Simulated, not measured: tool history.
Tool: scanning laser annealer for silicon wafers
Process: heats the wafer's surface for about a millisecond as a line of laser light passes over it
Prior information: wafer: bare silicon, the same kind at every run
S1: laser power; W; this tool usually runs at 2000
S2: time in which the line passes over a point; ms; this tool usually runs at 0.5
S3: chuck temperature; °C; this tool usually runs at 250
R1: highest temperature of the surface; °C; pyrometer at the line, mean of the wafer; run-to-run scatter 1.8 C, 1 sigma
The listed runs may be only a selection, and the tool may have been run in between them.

run 1 hour=0 | S1=2000 S2=0.5 S3=250 | R1=956
run 2 hour=69.4 | S1=2000 S2=0.5 S3=250 | R1=951
run 3 hour=139.8 | S1=2000 S2=0.5 S3=250 | R1=945
run 4 hour=184 | S1=2000 S2=0.5 S3=237 | R1=928
run 5 hour=239.9 | S1=2000 S2=0.5 S3=237 | R1=928
-- hour=286.7 window over the wafer cleaned
run 6 hour=310.5 | S1=2000 S2=0.5 S3=237 | R1=960
run 7 hour=366.3 | S1=2000 S2=0.53 S3=250 | R1=991
run 8 hour=467 | S1=2000 S2=0.5 S3=250 | R1=958
run 9 hour=546.2 | S1=2000 S2=0.5 S3=250 | R1=952
run 10 hour=595.9 | S1=2000 S2=0.5 S3=250 | R1=949
run 11 hour=669.5 | S1=2000 S2=0.36 S3=250 | R1=823
run 12 hour=723.5 | S1=2000 S2=0.586 S3=250 | R1=1002
run 13 hour=771.7 | S1=2000 S2=0.586 S3=250 | R1=1003
run 14 hour=849.1 | S1=2000 S2=0.586 S3=250 | R1=992
run 15 hour=930.6 | S1=2000 S2=0.586 S3=250 | R1=985
-- hour=943.5 optics aligned, line set to its width
-- hour=962.3 window over the wafer cleaned
run 16 hour=1014.6 | S1=2000 S2=0.586 S3=250 | R1=1040
run 17 hour=1107.3 | S1=2000 S2=0.586 S3=250 | R1=1033
run 18 hour=1159.4 | S1=2113 S2=0.601 S3=248 | R1=1093
run 19 hour=1218 | S1=1917 S2=0.601 S3=246 | R1=986
run 20 hour=1291.7 | S1=1917 S2=0.601 S3=246 | R1=980
run 21 hour=1358.5 | S1=2078 S2=0.5 S3=250 | R1=979
run 22 hour=1425.5 | S1=2078 S2=0.402 S3=250 | R1=889
run 23 hour=1477.2 | S1=1764 S2=0.529 S3=244 | R1=844
run 24 hour=1524.5 | S1=1764 S2=0.529 S3=244 | R1=842
run 25 hour=1625.2 | S1=1764 S2=0.529 S3=238 | R1=828
-- hour=1634 window over the wafer cleaned
run 26 hour=1683.8 | S1=2000 S2=0.509 S3=224 | R1=938
run 27 hour=1783.4 | S1=2000 S2=0.509 S3=224 | R1=928
run 28 hour=1862.2 | S1=2000 S2=0.509 S3=224 | R1=926
-- hour=1885.7 optics aligned, line set to its width
run 29 hour=1938.3 | S1=2000 S2=0.475 S3=254 | R1=942
run 30 hour=1996.5 | S1=1707 S2=0.427 S3=259 | R1=784
run 31 hour=2069.9 | S1=1707 S2=0.427 S3=259 | R1=779
run 32 hour=2148.6 | S1=1991 S2=0.353 S3=255 | R1=819

Forecast each of these 4 alternatives for the next run:
run A hour=2217 | S1=2000 S2=0.5 S3=280 | R1=?
run B hour=2217 | S1=1783 S2=0.353 S3=233 | R1=?
run C hour=2217 | S1=2040 S2=0.498 S3=250 | R1=?
run D hour=2217 | S1=1755 S2=0.516 S3=265 | R1=?

run=A R1=971
run=B R1=719
run=C R1=953
run=D R1=853
Had the tool no hidden state, the same runs would have come out as:
run=A R1=1023
run=B R1=756
run=C R1=1007
run=D R1=898
